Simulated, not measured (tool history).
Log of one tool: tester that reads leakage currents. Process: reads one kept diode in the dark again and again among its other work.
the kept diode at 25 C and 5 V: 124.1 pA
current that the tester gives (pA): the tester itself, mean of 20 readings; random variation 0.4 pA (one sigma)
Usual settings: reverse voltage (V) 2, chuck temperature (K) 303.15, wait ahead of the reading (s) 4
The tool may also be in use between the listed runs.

| run | hour | reverse voltage (V) | chuck temperature (K) | wait ahead of the reading (s) | current that the tester gives (pA) |
|---|---|---|---|---|---|
| 1 | 0 | 2 | 303.15 | 4 | 128.74 |
|  | 98.4 | probe card cleaned and baked |
| 2 | 140.7 | 2 | 303.15 | 4 | 122.24 |
| 3 | 261 | 2 | 299.15 | 4 | 91.58 |
| 4 | 485.2 | 2 | 302.15 | 4 | 111.93 |
| 5 | 657.8 | 2 | 296.15 | 4 | 72.29 |
| 6 | 795.1 | 2 | 303.15 | 9.42 | 119.4 |
| 7 | 983.6 | 2 | 303.15 | 9.42 | 118.46 |
| 8 | 1180 | 2 | 303.15 | 9.42 | 118.01 |
| 9 | 1361.7 | 2 | 303.15 | 9.42 | 116.89 |
| 10 | 1479.6 | 2 | 314.15 | 9.42 | 248.59 |
| 11 | 1575.3 | 2 | 314.15 | 9.42 | 249.2 |
|  | 1710 | tester calibrated |
| 12 | 1767 | 2 | 303.15 | 2.38 | 116.05 |
| 13 | 1949 | 2 | 303.15 | 2.38 | 115.95 |
| 14 | 2134.7 | 2 | 303.15 | 2.38 | 115.29 |
| 15 | 2277.4 | 1.95 | 297.15 | 0.46 | 75.28 |
|  | 2300.6 | chuck's temperature calibrated |
| 16 | 2490 | 18.96 | 300.15 | 0.55 | 260.72 |
| 17 | 2608.4 | 19.49 | 300.15 | 0.51 | 264.74 |
| 18 | 2741.6 | 19.49 | 300.15 | 0.51 | 265.21 |
| 19 | 2950.4 | 19.49 | 300.15 | 0.51 | 265.3 |
| 20 | 3104.4 | 9.42 | 306.15 | 6.6 | 277.67 |
| 21 | 3279.6 | 2 | 315.15 | 4 | 288.51 |
| 22 | 3443.8 | 2 | 315.15 | 4 | 285.64 |
| 23 | 3537.3 | 2 | 303.15 | 0.37 | 128.87 |
| 24 | 3743.2 | 2 | 303.15 | 0.37 | 128.06 |
| 25 | 3893.5 | 1.94 | 303.15 | 1.79 | 124.75 |
| 26 | 4050.1 | 1.94 | 303.15 | 1.79 | 124.02 |
| 27 | 4214.1 | 1.92 | 303.15 | 1.79 | 122.16 |

Forecast each of these 5 alternatives for the next run:
| A | 4327.8 | 1.92 | 296.15 | 1.79 | ? |
| B | 4327.8 | 3.15 | 303.15 | 0.37 | ? |
| C | 4327.8 | 11.53 | 294.15 | 4 | ? |
| D | 4327.8 | 1.24 | 303.15 | 1.18 | ? |
| E | 4327.8 | 1.18 | 304.15 | 0.42 | ? |

| run | current that the tester gives (pA) |
|---|---|
| A | 75.03 |
| B | 149.33 |
| C | 138.24 |
| D | 104.03 |
| E | 110.95 |
Without the tool's hidden state the same runs would have given:
| run | current that the tester gives (pA) |
|---|---|
| A | 78.31 |
| B | 156.68 |
| C | 123.49 |
| D | 111.85 |
| E | 119.5 |
